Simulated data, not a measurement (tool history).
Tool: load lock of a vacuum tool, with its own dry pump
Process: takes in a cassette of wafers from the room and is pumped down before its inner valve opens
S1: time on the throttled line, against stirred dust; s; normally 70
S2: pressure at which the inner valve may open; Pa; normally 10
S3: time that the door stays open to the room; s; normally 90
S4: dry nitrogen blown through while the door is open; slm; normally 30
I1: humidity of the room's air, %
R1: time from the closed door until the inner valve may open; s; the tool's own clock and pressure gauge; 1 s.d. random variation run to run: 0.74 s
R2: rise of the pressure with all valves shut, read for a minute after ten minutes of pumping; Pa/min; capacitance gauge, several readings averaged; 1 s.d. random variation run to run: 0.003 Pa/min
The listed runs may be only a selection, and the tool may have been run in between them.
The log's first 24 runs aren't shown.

run,hour,S1,S2,S3,S4,I1,R1,R2
25,11180.3,56,10,121,20,43.1,99.7,0.026
26,11456.8,70,10,143,30,45.6,113.1,0.023
27,12010.0,70,13,74,30,42.0,110.2,0.020
28,12585.8,39,16,70,31,46.1,81.7,0.021
29,13113.2,55,11,209,31,46.2,99.0,0.027
30,13433.5,80,11,155,31,47.7,120.1,0.026
31,13767.1,80,11,155,31,48.5,120.2,0.028
32,14045.6,133,10,29,31,45.5,169.3,0.017
33,14602.8,106,10,192,10,44.3,143.3,0.039
34,14998.5,106,10,192,10,45.8,141.7,0.039
35,15392.3,139,8,90,23,43.5,176.1,0.021
36,15761.9,139,8,71,26,44.1,174.1,0.021

Alternative continuations, all from the tool just after run 36; predict every row:
A,16408.6,139,17,180,26,46.5,?,?
B,16408.6,139,10,71,26,45.1,?,?
C,16408.6,61,10,78,30,44.6,?,?

run,R1,R2
A,169.8,0.032
B,172.2,0.019
C,104.4,0.019
Had the tool no hidden state, the same runs would have come out as:
run,R1,R2
A,169.8,0.032
B,172.2,0.019
C,104.4,0.019

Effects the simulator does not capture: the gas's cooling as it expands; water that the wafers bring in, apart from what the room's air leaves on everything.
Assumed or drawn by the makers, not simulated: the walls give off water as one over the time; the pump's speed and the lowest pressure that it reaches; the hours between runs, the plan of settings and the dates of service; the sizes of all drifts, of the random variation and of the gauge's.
